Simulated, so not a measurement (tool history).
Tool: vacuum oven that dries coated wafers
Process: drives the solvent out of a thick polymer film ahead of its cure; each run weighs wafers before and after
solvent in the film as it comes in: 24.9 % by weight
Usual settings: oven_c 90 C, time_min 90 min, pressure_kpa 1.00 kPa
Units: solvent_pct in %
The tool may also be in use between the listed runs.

run    hour  oven_c  time_min  pressure_kpa  solvent_pct
  1     0.0      90        90          1.00         2.54
  2    44.5      90        90          2.73         4.18
  3    73.0      90        90          1.00         2.63
  4    99.4      90        90          1.00         2.61
  5   129.4      90        90          0.97         2.63
  6   153.5      90        90          0.97         2.60
  7   185.5      90        90          0.97         2.52
  8   210.6      90        90          0.97         2.65
  9   238.1      90        90          1.00         2.76
 10   283.0      90        90          1.00         2.61
 11   301.7      90        90          1.00         2.68
 12   320.8      90        90          0.75         2.46
 13   360.4      90        90          0.75         2.46
 14   392.5      90        90          0.75         2.39
 15   436.3      90        90          0.75         2.61
 16   480.9      84        90          1.00         4.76
 17   522.5      84        90          1.00         4.70
 18   561.2      84        90          1.00         4.75
 19   581.8      90       116          1.00         2.06
 20   606.1      88        56          0.83         5.92
 21   627.0      88        56          0.83         6.03
 22   664.9      86       114          3.33         5.64
 23   685.5     101       153          0.74         0.84
 24   717.5      90        68          1.00         4.12
 25   741.6      90        90          3.58         5.37
 26   783.3      95        86          3.20         3.79
 27   815.9      93        47          3.20         6.78
 28   836.8      81        56          0.76         9.21
 29   872.6      90        49          0.69         6.08
      885.8  -- oven's thermocouples calibrated
 30   907.4      87       137          1.22         2.01
 31   943.6      82       152          1.22         2.72
 32   966.2      87       152          2.27         2.90
 33   997.2      81        49          0.90         8.64
 34  1023.8      98        49          3.00         3.69
 35  1047.5      82        52          2.90         9.53
 36  1069.6      90        95          1.59         2.59
 37  1097.2      90        95          1.59         2.64
 38  1123.8      88       109          1.00         2.10

Some steps in solvent_pct between neighbouring runs. How much of each would the tool show without its hidden state too (settings, what came in, random variation), and how much is left for the hidden state, with any gauge scatter that isn't in both results?
The hidden state here: true wafer temperature over the reading, C; true pressure over the reading, kPa; drift of the gauge itself on solvent_pct, %.
Run 22 -> 23: oven_c 86 -> 101, time_min 114 -> 153, pressure_kpa 3.33 -> 0.74. solvent_pct -4.80 %: hidden state -1.11, all else -3.69.
Run 23 -> 24: oven_c 101 -> 90, time_min 153 -> 68, pressure_kpa 0.74 -> 1.00. solvent_pct +3.28 %: hidden state +1.09, all else +2.19.
Run 29 -> 30: oven_c 90 -> 87, time_min 49 -> 137, pressure_kpa 0.69 -> 1.22, oven's thermocouples calibrated. solvent_pct -4.07 %: hidden state -1.36, all else -2.71.
Run 32 -> 33: oven_c 87 -> 81, time_min 152 -> 49, pressure_kpa 2.27 -> 0.90. solvent_pct +5.74 %: hidden state -0.01, all else +5.75.
Run 34 -> 35: oven_c 98 -> 82, time_min 49 -> 52, pressure_kpa 3.00 -> 2.90. solvent_pct +5.84 %: hidden state +0.14, all else +5.70.
Run 35 -> 36: oven_c 82 -> 90, time_min 52 -> 95, pressure_kpa 2.90 -> 1.59. solvent_pct -6.94 %: hidden state -0.03, all else -6.91.

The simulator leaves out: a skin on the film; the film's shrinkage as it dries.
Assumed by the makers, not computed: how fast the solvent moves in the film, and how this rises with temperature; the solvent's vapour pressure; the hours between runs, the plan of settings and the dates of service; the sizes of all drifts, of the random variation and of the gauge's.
